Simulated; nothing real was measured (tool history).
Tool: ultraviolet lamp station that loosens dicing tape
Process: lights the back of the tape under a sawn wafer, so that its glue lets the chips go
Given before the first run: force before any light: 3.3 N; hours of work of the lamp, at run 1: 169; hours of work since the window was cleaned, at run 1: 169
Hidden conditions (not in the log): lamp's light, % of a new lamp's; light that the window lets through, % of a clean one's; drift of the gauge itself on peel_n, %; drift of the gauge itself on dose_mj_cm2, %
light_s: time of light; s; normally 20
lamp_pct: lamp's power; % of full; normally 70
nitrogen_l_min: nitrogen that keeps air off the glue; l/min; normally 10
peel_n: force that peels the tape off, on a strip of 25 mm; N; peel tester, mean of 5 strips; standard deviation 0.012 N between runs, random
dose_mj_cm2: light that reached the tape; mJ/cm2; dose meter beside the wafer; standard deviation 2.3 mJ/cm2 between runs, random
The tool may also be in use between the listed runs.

| run | hour | light_s | lamp_pct | nitrogen_l_min | hours of work of the lamp | hours of work since the window was cleaned | peel_n | dose_mj_cm2 |
|---|---|---|---|---|---|---|---|---|
| 1 | 0 | 20 | 70 | 10 | 169 | 169 | 0.638 | 212 |
| 2 | 40.4 | 20 | 68 | 10 | 193 | 193 | 0.685 | 202 |
| 3 | 98.3 | 20 | 70 | 10 | 227 | 227 | 0.653 | 205 |
| 4 | 162.7 | 20 | 70 | 10 | 265 | 265 | 0.661 | 198 |
| 5 | 227.6 | 20 | 70 | 10 | 304 | 304 | 0.692 | 194 |
| 6 | 277.8 | 38 | 70 | 10 | 333 | 333 | 0.284 | 363 |
| 7 | 345.4 | 20 | 70 | 10 | 373 | 373 | 0.767 | 187 |
| 8 | 431.7 | 20 | 70 | 10 | 424 | 424 | 0.802 | 181 |
| 9 | 483.7 | 20 | 70 | 10 | 455 | 455 | 0.796 | 177 |
|  | 520.7 | window cleaned of glue's vapour |
| 10 | 541.2 | 20 | 70 | 10 | 488 | 12 | 0.762 | 187 |
| 11 | 613.7 | 20 | 70 | 10 | 531 | 55 | 0.762 | 178 |
| 12 | 661.6 | 20 | 66 | 10 | 560 | 83 | 0.86 | 162 |
| 13 | 726.3 | 31 | 70 | 10 | 598 | 121 | 0.48 | 265 |
| 14 | 804 | 16 | 80 | 10 | 644 | 167 | 0.956 | 151 |
| 15 | 873 | 12 | 96 | 6 | 684 | 208 | 1.322 | 132 |
| 16 | 940 | 12 | 96 | 6 | 724 | 248 | 1.393 | 126 |
| 17 | 996.3 | 12 | 96 | 6 | 757 | 281 | 1.385 | 121 |
| 18 | 1080.3 | 12 | 96 | 6 | 807 | 330 | 1.443 | 119 |
| 19 | 1142.5 | 24 | 86 | 16 | 843 | 367 | 0.53 | 208 |
| 20 | 1182.2 | 20 | 86 | 4 | 867 | 391 | 1.255 | 172 |
| 21 | 1233.5 | 28 | 89 | 10 | 897 | 421 | 0.544 | 234 |
|  | 1295.1 | lamp changed |
| 22 | 1309.3 | 11 | 69 | 4 | 8 | 465 | 1.585 | 119 |
|  | 1332.1 | window cleaned of glue's vapour |
| 23 | 1378.9 | 11 | 67 | 4 | 49 | 28 | 1.607 | 124 |
| 24 | 1443.1 | 11 | 67 | 4 | 87 | 66 | 1.641 | 121 |
| 25 | 1494.4 | 39 | 73 | 8 | 117 | 96 | 0.26 | 457 |

Below are 3 alternative next runs, each starting from the tool's condition after run 25. Predict each:
| A | 1532.9 | 22 | 99 | 10 | 140 | 119 | ? | ? |
| B | 1532.9 | 25 | 95 | 3 | 140 | 119 | ? | ? |
| C | 1532.9 | 13 | 70 | 10 | 140 | 119 | ? | ? |

| run | peel_n | dose_mj_cm2 |
|---|---|---|
| A | 0.321 | 343 |
| B | 0.528 | 371 |
| C | 1.001 | 142 |
With the hidden condition removed and each run's random variation left untouched, the same runs would have given:
| run | peel_n | dose_mj_cm2 |
|---|---|---|
| A | 0.287 | 374 |
| B | 0.465 | 405 |
| C | 0.908 | 154 |
